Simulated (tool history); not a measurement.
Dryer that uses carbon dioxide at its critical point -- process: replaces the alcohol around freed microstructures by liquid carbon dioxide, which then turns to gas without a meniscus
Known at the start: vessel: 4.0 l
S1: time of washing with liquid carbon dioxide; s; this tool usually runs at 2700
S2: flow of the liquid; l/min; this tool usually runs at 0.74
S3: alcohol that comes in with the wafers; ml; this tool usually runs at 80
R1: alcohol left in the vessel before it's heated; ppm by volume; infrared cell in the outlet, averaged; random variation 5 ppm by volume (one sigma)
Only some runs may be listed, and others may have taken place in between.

| run | hour | S1 | S2 | S3 | R1 |
|---|---|---|---|---|---|
| 1 | 0 | 2700 | 0.74 | 80 | 153 |
| 2 | 66.3 | 2700 | 0.74 | 80 | 144 |
| 3 | 126.1 | 1920 | 0.74 | 80 | 387 |
| 4 | 173.9 | 1920 | 0.74 | 80 | 389 |
| 5 | 225 | 2700 | 0.615 | 80 | 260 |
| 6 | 285.4 | 2700 | 0.934 | 80 | 122 |
| 7 | 317.5 | 4140 | 1.009 | 80 | 112 |
|  | 354.3 | inlet filter changed |
| 8 | 354.3 | 4140 | 1.009 | 80 | 111 |
| 9 | 408.7 | 3720 | 0.74 | 57 | 117 |
| 10 | 443.7 | 3720 | 0.74 | 57 | 138 |
|  | 451.5 | purifier's bed changed |
| 11 | 479.6 | 3720 | 0.74 | 57 | 0 |
| 12 | 513.1 | 3720 | 0.74 | 57 | 19 |

Selected run-to-run steps in R1, each split into two signed amounts: the part the tool would show with no hidden state at all (from settings, incoming material and random variation), and the remainder, which goes to the hidden state together with any gauge scatter not common to the measured and the hidden-state-free results:
The hidden state here: flow that reaches the vessel past the clogged filter, %; alcohol in the recycled carbon dioxide, ppm; drift of the gauge itself on alcohol_ppm, %.
Run 2 -> 3: S1 2700 -> 1920. R1 +243 ppm by volume: hidden state +41, all else +202.
Run 10 -> 11: purifier's bed changed. R1 -138 ppm by volume: hidden state -123, all else -15.
